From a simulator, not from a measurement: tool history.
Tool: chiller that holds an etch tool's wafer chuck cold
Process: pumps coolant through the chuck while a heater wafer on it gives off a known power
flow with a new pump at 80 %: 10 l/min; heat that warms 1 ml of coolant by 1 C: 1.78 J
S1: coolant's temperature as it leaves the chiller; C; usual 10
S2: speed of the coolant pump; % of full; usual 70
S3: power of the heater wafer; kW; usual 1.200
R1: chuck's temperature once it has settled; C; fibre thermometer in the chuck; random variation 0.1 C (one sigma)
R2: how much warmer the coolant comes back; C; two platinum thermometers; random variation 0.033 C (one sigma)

run 1 hour=0.0 | S1=10 S2=70 S3=1.200 | R1=28.9 R2=4.79
run 2 hour=63.3 | S1=10 S2=70 S3=1.200 | R1=29.1 R2=4.75
run 3 hour=104.7 | S1=10 S2=70 S3=1.200 | R1=29.0 R2=4.76
run 4 hour=144.0 | S1=10 S2=70 S3=1.200 | R1=29.0 R2=4.78
run 5 hour=194.0 | S1=10 S2=70 S3=1.200 | R1=29.1 R2=4.86
run 6 hour=246.0 | S1=10 S2=70 S3=1.200 | R1=29.0 R2=4.87
run 7 hour=296.6 | S1=10 S2=70 S3=1.200 | R1=29.0 R2=4.79
run 8 hour=353.3 | S1=10 S2=70 S3=1.200 | R1=29.3 R2=4.83
run 9 hour=396.4 | S1=10 S2=70 S3=1.200 | R1=29.5 R2=4.81
run 10 hour=425.8 | S1=10 S2=70 S3=1.200 | R1=29.3 R2=4.78
run 11 hour=465.2 | S1=10 S2=70 S3=1.200 | R1=29.4 R2=4.81
run 12 hour=508.6 | S1=10 S2=70 S3=1.200 | R1=29.2 R2=4.84
run 13 hour=572.2 | S1=10 S2=70 S3=1.662 | R1=36.7 R2=6.65
run 14 hour=612.9 | S1=10 S2=70 S3=1.200 | R1=29.3 R2=4.82
run 15 hour=651.3 | S1=10 S2=70 S3=1.450 | R1=33.4 R2=5.86
run 16 hour=681.1 | S1=10 S2=78 S3=1.200 | R1=27.8 R2=4.30
run 17 hour=733.0 | S1=10 S2=78 S3=1.200 | R1=27.7 R2=4.27
run 18 hour=761.3 | S1=10 S2=73 S3=1.432 | R1=32.5 R2=5.55
run 19 hour=817.1 | S1=19 S2=73 S3=1.432 | R1=41.6 R2=5.55
run 20 hour=858.9 | S1=19 S2=87 S3=1.296 | R1=36.7 R2=4.12
run 21 hour=886.4 | S1=7 S2=80 S3=1.343 | R1=26.8 R2=4.64
run 22 hour=921.9 | S1=7 S2=97 S3=0.728 | R1=16.1 R2=2.06
run 23 hour=987.4 | S1=14 S2=78 S3=1.401 | R1=35.1 R2=5.07
run 24 hour=1021.4 | S1=14 S2=78 S3=1.401 | R1=35.1 R2=5.06
run 25 hour=1063.8 | S1=14 S2=87 S3=1.081 | R1=28.8 R2=3.45
run 26 hour=1104.3 | S1=10 S2=65 S3=1.200 | R1=31.1 R2=5.25
run 27 hour=1146.9 | S1=2 S2=65 S3=1.503 | R1=28.4 R2=6.66
run 28 hour=1185.8 | S1=9 S2=81 S3=0.805 | R1=21.0 R2=2.77
run 29 hour=1222.8 | S1=6 S2=91 S3=0.695 | R1=15.3 R2=2.15
run 30 hour=1261.0 | S1=6 S2=91 S3=0.695 | R1=15.5 R2=2.11
run 31 hour=1300.2 | S1=17 S2=82 S3=0.799 | R1=28.7 R2=2.79

3 ways to go on from here, each from the tool as it stands after run 31. What would each give?
run A hour=1354.2 | S1=5 S2=85 S3=1.200 | R1=? R2=?
run B hour=1354.2 | S1=13 S2=96 S3=0.907 | R1=? R2=?
run C hour=1354.2 | S1=10 S2=70 S3=1.048 | R1=? R2=?

run=A R1=22.0 R2=3.94
run=B R1=24.6 R2=2.62
run=C R1=27.5 R2=4.26
Without the tool's hidden state the same runs would have given:
run=A R1=19.5 R2=3.76
run=B R1=22.8 R2=2.50
run=C R1=24.9 R2=4.07
